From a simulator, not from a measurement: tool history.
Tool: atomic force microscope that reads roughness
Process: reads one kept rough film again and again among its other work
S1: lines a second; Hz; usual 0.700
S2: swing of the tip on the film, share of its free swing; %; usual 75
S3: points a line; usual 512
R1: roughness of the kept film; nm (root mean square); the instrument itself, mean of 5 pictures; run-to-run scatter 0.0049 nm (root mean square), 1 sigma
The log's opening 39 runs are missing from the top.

Run 40, hour 285.7: usual settings but S1 1.404 Hz, S2 74 %, S3 567. Result: R1 0.703 nm (root mean square).
Run 41, hour 293.4: usual settings but S1 2.229 Hz, S2 56 %, S3 563. Result: R1 0.737 nm (root mean square).
Run 42, hour 299.3: usual settings but S1 2.229 Hz, S2 56 %, S3 563. Result: R1 0.733 nm (root mean square).
Run 43, hour 307.8: usual settings but S1 2.229 Hz, S2 56 %, S3 563. Result: R1 0.723 nm (root mean square).
Run 44, hour 315.3: usual settings but S1 1.524 Hz, S2 82 %, S3 664. Result: R1 0.660 nm (root mean square).
Run 45, hour 320.1: usual settings but S1 0.822 Hz, S2 63 %, S3 275. Result: R1 0.732 nm (root mean square).
Run 46, hour 325.2: usual settings but S3 886. Result: R1 0.731 nm (root mean square).
Run 47, hour 334.2: usual settings but S3 886. Result: R1 0.732 nm (root mean square).
Run 48, hour 341.1: usual settings but S1 0.566 Hz, S2 79 %, S3 886. Result: R1 0.736 nm (root mean square).
Run 49, hour 347.1: usual settings but S1 1.324 Hz, S2 57 %, S3 707. Result: R1 0.750 nm (root mean square).

Alternative continuations, all from the tool just after run 49; predict every row:
Run A, hour 351.6: usual settings but S1 3.203 Hz, S2 64 %, S3 388. Result: R1 ?.
Run B, hour 351.6: usual settings but S2 79 %. Result: R1 ?.
Run C, hour 351.6: usual settings but S2 59 %. Result: R1 ?.
Run D, hour 351.6: usual settings but S1 2.172 Hz, S2 57 %, S3 707. Result: R1 ?.

run     R1
  A  0.682
  B  0.721
  C  0.755
  D  0.727
Without the tool's unlogged condition, the same runs would have read:
run     R1
  A  0.683
  B  0.722
  C  0.756
  D  0.728

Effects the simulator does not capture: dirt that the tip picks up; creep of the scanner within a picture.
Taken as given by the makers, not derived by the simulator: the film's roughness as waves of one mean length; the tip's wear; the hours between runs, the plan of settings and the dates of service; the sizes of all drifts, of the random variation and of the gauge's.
